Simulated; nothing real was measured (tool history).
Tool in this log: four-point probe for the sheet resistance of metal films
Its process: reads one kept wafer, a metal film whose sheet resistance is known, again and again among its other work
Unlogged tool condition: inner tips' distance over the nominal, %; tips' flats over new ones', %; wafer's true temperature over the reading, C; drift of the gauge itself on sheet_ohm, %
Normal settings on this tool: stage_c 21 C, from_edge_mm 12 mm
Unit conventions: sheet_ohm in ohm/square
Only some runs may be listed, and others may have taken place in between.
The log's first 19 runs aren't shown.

run     day  stage_c  from_edge_mm  touches since the probe head was changed  hours of work since the stage's thermometer was calibrated  sheet_ohm
 20  33.433       21            32                                    107482                                                        1068   2.955722
 21  35.708       21            32                                    109960                                                        1097   2.954782
 22  37.129       21            34                                    111512                                                        1116   2.955214
     37.279  -- stage's thermometer calibrated
 23  38.567       19            12                                    113055                                                          17    2.95726
 24  39.792       19            12                                    114394                                                          33   2.958208
 25  41.654       33             8                                    116422                                                          57   2.961246
 26    42.8       21            12                                    117672                                                          72   2.957944
 27  44.062       21            35                                    119048                                                          88    2.95459
 28  46.279       34            63                                    121465                                                         117   2.953822
 29  47.329       21            11                                    122612                                                         130   2.957992
     49.433  -- stage's thermometer calibrated, once more
 30  49.433       21            11                                    124886                                                           0   2.953606
 31  51.246       23            12                                    126863                                                          24   2.953217
 32  52.567       30             6                                    128303                                                          41    2.96001
 33  54.612       30             6                                    130534                                                          67   2.959776
 34  55.896       33            16                                    131931                                                          84   2.950633
 35  58.004       21            16                                    134233                                                         111   2.950534
 36  60.012       24            65                                    136422                                                         137    2.94918
 37  61.842       24            65                                    138418                                                         161   2.948659
 38  63.621       24            65                                    140354                                                         184   2.949747
 39  65.421       24            65                                    142320                                                         207   2.948431

Forecast run 40:
 40  66.479       27            12                                    143472                                                         221          ?

{"run 40": {"sheet_ohm": 2.951108}}
The same run, on a tool lacking any hidden state, would have yielded sheet_ohm 2.968543 ohm/square.

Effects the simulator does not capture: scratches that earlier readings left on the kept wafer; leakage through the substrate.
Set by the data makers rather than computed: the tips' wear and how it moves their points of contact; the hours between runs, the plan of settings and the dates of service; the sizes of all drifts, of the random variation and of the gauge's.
